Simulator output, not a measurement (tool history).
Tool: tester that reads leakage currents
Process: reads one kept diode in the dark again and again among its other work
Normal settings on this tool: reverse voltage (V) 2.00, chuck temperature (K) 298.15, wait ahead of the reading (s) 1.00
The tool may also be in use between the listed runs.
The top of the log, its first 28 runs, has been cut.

run     day  reverse voltage (V)  chuck temperature (K)  wait ahead of the reading (s)  current that the tester gives (pA)
 29  40.450                 5.14                 298.15                           0.87                              146.25
 30  42.017                 5.14                 303.15                           0.86                              225.15
 31  43.329                 5.14                 295.15                           0.86                              111.46
 32  45.179                 5.68                 294.15                           0.86                              105.77
 33  46.708                 2.70                 302.15                           0.86                              158.36
 34  48.646                 6.88                 327.15                           0.74                             1760.97
 35  49.671                 7.22                 318.15                           1.00                              886.79
 36  51.292                12.57                 322.15                           2.04                             1509.72
 37  53.000                13.33                 298.15                           1.00                              213.69
 38  54.892                17.04                 302.15                           1.30                              331.46
 39  56.129                17.04                 302.15                           1.30                              328.84

What if the next run were any one of these 5? Each begins from the tool's condition after run 39:
  A  57.992                 2.00                 293.15                           1.53                                   ?
  B  57.992                16.88                 309.15                           1.44                                   ?
  C  57.992                 9.74                 298.15                           1.00                                   ?
  D  57.992                 2.49                 302.15                           4.25                                   ?
  E  57.992                 1.69                 323.15                           2.56                                   ?

run  current that the tester gives (pA)
  A                               62.26
  B                              592.78
  C                              185.73
  D                              152.04
  E                              744.00
The same runs, with their run-to-run variation unchanged, on a tool lacking any hidden condition would have given:
run  current that the tester gives (pA)
  A                               62.30
  B                              593.47
  C                              183.80
  D                              153.28
  E                              754.24
